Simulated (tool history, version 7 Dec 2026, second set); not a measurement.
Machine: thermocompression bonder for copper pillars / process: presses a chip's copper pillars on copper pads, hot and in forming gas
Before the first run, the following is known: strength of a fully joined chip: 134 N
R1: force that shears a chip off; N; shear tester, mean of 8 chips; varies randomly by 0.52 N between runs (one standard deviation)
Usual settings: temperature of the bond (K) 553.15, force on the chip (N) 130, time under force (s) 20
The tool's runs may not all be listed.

Run 1, hour 0: usual settings. Result: R1 49.4 N.
Run 2, hour 26.4: usual settings. Result: R1 49.2 N.
Run 3, hour 44: usual settings. Result: R1 49.7 N.
Run 4, hour 72.6: usual settings. Result: R1 48.4 N.
Run 5, hour 100.7: usual settings. Result: R1 49.4 N.
Run 6, hour 141.8: usual settings. Result: R1 48.5 N.
Run 7, hour 176.2: usual settings. Result: R1 48.7 N.
Run 8, hour 196.4: usual settings but time under force (s) 46. Result: R1 66.2 N.
Run 9, hour 226.1: usual settings. Result: R1 48.3 N.
Run 10, hour 264.8: usual settings but time under force (s) 27. Result: R1 54.6 N.
Run 11, hour 297.2: usual settings but time under force (s) 27. Result: R1 53.7 N.
At hour 320.9: forming gas filter changed.
Run 12, hour 329.4: usual settings. Result: R1 48.4 N.
Run 13, hour 370.2: usual settings. Result: R1 48.2 N.
Run 14, hour 410: usual settings. Result: R1 48.9 N.
Run 15, hour 427.4: usual settings. Result: R1 49 N.
Run 16, hour 460.3: usual settings but force on the chip (N) 156. Result: R1 58.3 N.
Run 17, hour 482.5: usual settings but force on the chip (N) 156, time under force (s) 15. Result: R1 54 N.
Run 18, hour 520.3: usual settings but force on the chip (N) 156. Result: R1 59.3 N.
Run 19, hour 547.7: usual settings but force on the chip (N) 156. Result: R1 58.7 N.
Run 20, hour 573.2: usual settings but force on the chip (N) 156. Result: R1 59.1 N.
Run 21, hour 596.5: usual settings but temperature of the bond (K) 571.15, force on the chip (N) 105. Result: R1 47.6 N.
Run 22, hour 637.3: usual settings but force on the chip (N) 108, time under force (s) 14. Result: R1 32.1 N.
Run 23, hour 674.2: usual settings but force on the chip (N) 88, time under force (s) 31. Result: R1 36.3 N.
Run 24, hour 701.5: usual settings but temperature of the bond (K) 566.15, force on the chip (N) 149, time under force (s) 15. Result: R1 58.5 N.
Run 25, hour 741.6: usual settings but force on the chip (N) 141. Result: R1 52.3 N.
Run 26, hour 771.7: usual settings but temperature of the bond (K) 527.15, time under force (s) 13. Result: R1 25.2 N.
Run 27, hour 809.7: usual settings but temperature of the bond (K) 527.15, time under force (s) 13. Result: R1 24.6 N.
At hour 814.6: heater calibrated with a thermocouple chip.
Run 28, hour 845: usual settings but temperature of the bond (K) 579.15, force on the chip (N) 172, time under force (s) 50. Result: R1 102.1 N.
Run 29, hour 881.8: usual settings but temperature of the bond (K) 545.15, force on the chip (N) 132. Result: R1 40.2 N.
At hour 904.5: heater calibrated with a thermocouple chip, once more.
Run 30, hour 925.4: usual settings but temperature of the bond (K) 545.15, force on the chip (N) 80, time under force (s) 28. Result: R1 28.4 N.
Run 31, hour 959.1: usual settings but temperature of the bond (K) 544.15, time under force (s) 34. Result: R1 53.8 N.
Run 32, hour 998.6: usual settings but time under force (s) 40. Result: R1 63.3 N.
Run 33, hour 1017.3: usual settings but temperature of the bond (K) 571.15, force on the chip (N) 98, time under force (s) 51. Result: R1 65.7 N.
Run 34, hour 1044.8: usual settings but temperature of the bond (K) 571.15, force on the chip (N) 98, time under force (s) 51. Result: R1 64.2 N.
Run 35, hour 1081.8: usual settings but temperature of the bond (K) 555.15, time under force (s) 24. Result: R1 53.5 N.
At hour 1102.6: forming gas filter changed.
Run 36, hour 1109.7: usual settings but temperature of the bond (K) 563.15, force on the chip (N) 190, time under force (s) 50. Result: R1 104.1 N.
Run 37, hour 1140.4: usual settings but temperature of the bond (K) 563.15, force on the chip (N) 138, time under force (s) 50. Result: R1 82.9 N.
Run 38, hour 1180.9: usual settings but temperature of the bond (K) 580.15, time under force (s) 22. Result: R1 71.3 N.
Run 39, hour 1200.6: usual settings but temperature of the bond (K) 534.15, force on the chip (N) 173, time under force (s) 10. Result: R1 39.1 N.

5 ways to go on from here, each from the tool as it stands after run 39. What would each give?
Run A, hour 1241.4: usual settings but temperature of the bond (K) 582.15, force on the chip (N) 181, time under force (s) 15. Result: R1 ?.
Run B, hour 1241.4: usual settings but temperature of the bond (K) 571.15, force on the chip (N) 153. Result: R1 ?.
Run C, hour 1241.4: usual settings but temperature of the bond (K) 539.15, force on the chip (N) 144, time under force (s) 14. Result: R1 ?.
Run D, hour 1241.4: usual settings but temperature of the bond (K) 534.15, force on the chip (N) 173, time under force (s) 46. Result: R1 ?.
Run E, hour 1241.4: usual settings but force on the chip (N) 98. Result: R1 ?.

run    R1
  A  84.9
  B  72.9
  C  39.5
  D  70.1
  E  35.6
Stripped of hidden state, with their random variation kept, the same runs would have yielded:
run    R1
  A  88.9
  B  76.8
  C  42.3
  D    74
  E  38.1
